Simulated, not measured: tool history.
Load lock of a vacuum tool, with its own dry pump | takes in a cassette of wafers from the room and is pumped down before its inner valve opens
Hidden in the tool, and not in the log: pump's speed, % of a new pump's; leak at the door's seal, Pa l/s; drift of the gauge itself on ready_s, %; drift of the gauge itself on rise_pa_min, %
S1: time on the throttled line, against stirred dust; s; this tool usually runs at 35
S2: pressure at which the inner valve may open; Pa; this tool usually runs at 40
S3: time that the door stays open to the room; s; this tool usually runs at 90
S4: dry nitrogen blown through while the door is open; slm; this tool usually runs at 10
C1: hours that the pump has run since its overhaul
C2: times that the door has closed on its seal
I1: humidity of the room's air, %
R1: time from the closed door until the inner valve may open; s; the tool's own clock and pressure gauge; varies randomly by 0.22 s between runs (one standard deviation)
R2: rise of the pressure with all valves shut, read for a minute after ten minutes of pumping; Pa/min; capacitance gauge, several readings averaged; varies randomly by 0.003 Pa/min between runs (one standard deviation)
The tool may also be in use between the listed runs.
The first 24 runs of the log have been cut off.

run,day,S1,S2,S3,S4,C1,C2,I1,R1,R2
25,104.838,26,40,90,5,6094,10886,45.6,46.1,0.065
26,109.55,26,40,90,5,6207,11088,43.2,46,0.059
27,112.462,26,40,90,5,6277,11213,44.3,46.4,0.063
28,118.967,62,76,59,29,6433,11492,45,72.1,0.036
29,123.412,62,76,59,29,6540,11682,45.1,71.5,0.038
30,129.733,35,49,90,10,6692,11953,45.7,52.2,0.053
31,132.633,49,38,153,10,6761,12077,45.1,64.1,0.07
32,136.846,49,38,153,10,6862,12258,42.8,63.9,0.067
33,142.096,49,38,153,10,6988,12483,44.8,63.4,0.072

Consider 4 possible next runs. They are alternatives, not a sequence: every one starts from the tool as it was left by run 33. What does each give?
A,144.954,29,29,90,35,7057,12606,46.3,?,?
B,144.954,18,59,153,19,7057,12606,45.9,?,?
C,144.954,22,71,164,10,7057,12606,44.5,?,?
D,144.954,19,39,153,10,7057,12606,45.5,?,?

run,R1,R2
A,49.3,0.039
B,39.2,0.06
C,40.8,0.074
D,40.9,0.072
The same runs, with their run-to-run variation unchanged, on a tool lacking any hidden condition would have given:
run,R1,R2
A,49.3,0.039
B,39.2,0.06
C,40.8,0.074
D,40.9,0.072
